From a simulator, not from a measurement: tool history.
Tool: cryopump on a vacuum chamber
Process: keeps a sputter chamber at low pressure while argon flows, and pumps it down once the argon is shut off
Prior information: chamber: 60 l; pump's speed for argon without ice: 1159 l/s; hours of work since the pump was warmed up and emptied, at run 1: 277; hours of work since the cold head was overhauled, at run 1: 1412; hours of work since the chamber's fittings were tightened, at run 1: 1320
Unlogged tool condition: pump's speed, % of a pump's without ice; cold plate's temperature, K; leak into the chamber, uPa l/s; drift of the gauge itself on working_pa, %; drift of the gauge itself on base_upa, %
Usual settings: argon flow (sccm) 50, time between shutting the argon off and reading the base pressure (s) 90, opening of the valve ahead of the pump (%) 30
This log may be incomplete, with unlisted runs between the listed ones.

run	hour	argon flow (sccm)	time between shutting the argon off and reading the base pressure (s)	opening of the valve ahead of the pump (%)	hours of work since the pump was warmed up and emptied	hours of work since the cold head was overhauled	hours of work since the chamber's fittings were tightened	pressure while argon flows (Pa)	pressure after the wait (uPa)
1	0	50	90	30	277	1412	1320	0.2477	3.95
2	89.4	50	90	30	324	1458	1366	0.2475	4.22
3	190.3	50	90	30	377	1511	1419	0.2471	4.17
4	308.6	50	90	16	438	1573	1481	0.4625	4.33
5	364.6	50	90	16	468	1602	1510	0.4638	4.4
6	428.3	50	90	16	501	1635	1543	0.4617	4.65
7	522.1	50	188	30	550	1684	1592	0.2493	4.26
# hour 602.7: leaking fittings of the chamber tightened, without venting
8	639.8	50	188	30	610	1745	19	0.2485	0.84
9	730	50	188	30	657	1792	66	0.2508	0.89
10	825.4	50	90	30	707	1841	116	0.2499	1.59
11	912	50	21	30	752	1887	161	0.2513	5.03
12	968	50	21	30	781	1916	191	0.2519	4.97
13	1032.4	50	21	30	815	1949	224	0.2535	5.12
14	1109.9	50	21	30	856	1990	265	0.2549	5.23
15	1208.5	49	90	19	907	2041	316	0.3854	1.98
16	1303.3	46	170	30	956	2091	366	0.2353	1.64
17	1378.8	45	89	52	996	2130	405	0.1364	2.26
18	1430.8	45	89	52	1023	2157	432	0.1368	2.37
19	1483.2	32	24	52	1050	2185	460	0.0979	5.16
# hour 1556.9: pump warmed up, emptied and cooled again
20	1556.9	29	40	32	0	2221	495	0.1335	3.54
21	1634.9	29	40	32	41	2261	536	0.1322	3.68
22	1706.6	94	40	32	78	2299	574	0.4355	3.71
23	1807.6	94	153	32	131	2351	626	0.4338	2.07
24	1889.3	57	128	58	173	2394	669	0.1473	2.3
25	1986.6	55	60	30	224	2445	720	0.2705	3.24

Take each entry between the runs: how does the hidden state at the last listed run before it differ from the hidden state at the first listed run after it?
Between runs 7 and 8: leaking fittings of the chamber tightened, without venting (hour 602.7)
  pump's speed, % of a pump's without ice: 92.9 -> 92.2; cold plate's temperature, K: 12.73 -> 12.75; leak into the chamber, uPa l/s: 3906 -> 344
  measured value less the no-hidden-state value, pressure while argon flows (Pa): +0.0068 -> +0.0074; pressure after the wait (uPa): +3.48 -> +0.07
Between runs 19 and 20: pump warmed up, emptied and cooled again (hour 1556.9)
  pump's speed, % of a pump's without ice: 87 -> 99.6; cold plate's temperature, K: 12.9 -> 12.91; leak into the chamber, uPa l/s: 1296 -> 1377
  measured value less the no-hidden-state value, pressure while argon flows (Pa): +0.0079 -> +0.001; pressure after the wait (uPa): +1.05 -> +0.95

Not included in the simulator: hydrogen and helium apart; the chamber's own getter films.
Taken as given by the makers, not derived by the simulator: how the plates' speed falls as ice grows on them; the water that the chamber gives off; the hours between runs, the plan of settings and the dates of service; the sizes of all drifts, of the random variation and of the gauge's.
